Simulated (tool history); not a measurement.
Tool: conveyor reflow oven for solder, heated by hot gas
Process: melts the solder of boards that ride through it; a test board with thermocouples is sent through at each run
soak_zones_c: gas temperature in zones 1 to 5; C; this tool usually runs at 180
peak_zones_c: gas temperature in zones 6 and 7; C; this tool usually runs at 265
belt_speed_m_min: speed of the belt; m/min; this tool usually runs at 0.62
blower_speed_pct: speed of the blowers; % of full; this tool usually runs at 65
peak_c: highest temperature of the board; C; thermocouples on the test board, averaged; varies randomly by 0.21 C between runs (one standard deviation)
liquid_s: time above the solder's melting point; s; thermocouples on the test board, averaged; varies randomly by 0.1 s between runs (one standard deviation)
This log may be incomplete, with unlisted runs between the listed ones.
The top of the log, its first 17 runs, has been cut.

run,hour,soak_zones_c,peak_zones_c,belt_speed_m_min,blower_speed_pct,peak_c,liquid_s
18,193.6,190,278,0.605,54,265.6,65.3
19,209.7,190,255,0.605,85,249.5,59
20,224.9,189,265,0.719,65,251.9,48.4
21,234.9,189,265,0.719,65,252,48.5
22,244.3,189,265,0.719,65,251.8,48.5
23,252.7,189,265,0.719,65,252.2,48.5
24,263.9,174,279,0.502,71,272.6,76.4
25,279.6,174,279,0.612,71,268.1,60.3
26,289.5,186,279,0.57,71,271.1,69.9
27,305.5,191,265,0.59,65,256.9,63.7
28,319.9,172,266,0.537,64,257.7,63.7
29,332,180,268,0.718,88,257.8,49
30,342.4,180,260,0.688,88,251.8,48.6

Below are 5 alternative next runs, each starting from the tool's condition after run 30. Predict each:
A,350.4,180,265,0.69,65,?,?
B,350.4,186,265,0.61,65,?,?
C,350.4,180,265,0.62,61,?,?
D,350.4,180,258,0.691,56,?,?
E,350.4,174,276,0.62,65,?,?

run,peak_c,liquid_s
A,251.4,47.5
B,255.5,58.8
C,253.4,54.4
D,243.2,41.2
E,263.5,57.9
Without the tool's unlogged condition, the same runs would have read:
run,peak_c,liquid_s
A,251.3,47.4
B,255.4,58.7
C,253.3,54.3
D,243.1,41.1
E,263.4,57.8

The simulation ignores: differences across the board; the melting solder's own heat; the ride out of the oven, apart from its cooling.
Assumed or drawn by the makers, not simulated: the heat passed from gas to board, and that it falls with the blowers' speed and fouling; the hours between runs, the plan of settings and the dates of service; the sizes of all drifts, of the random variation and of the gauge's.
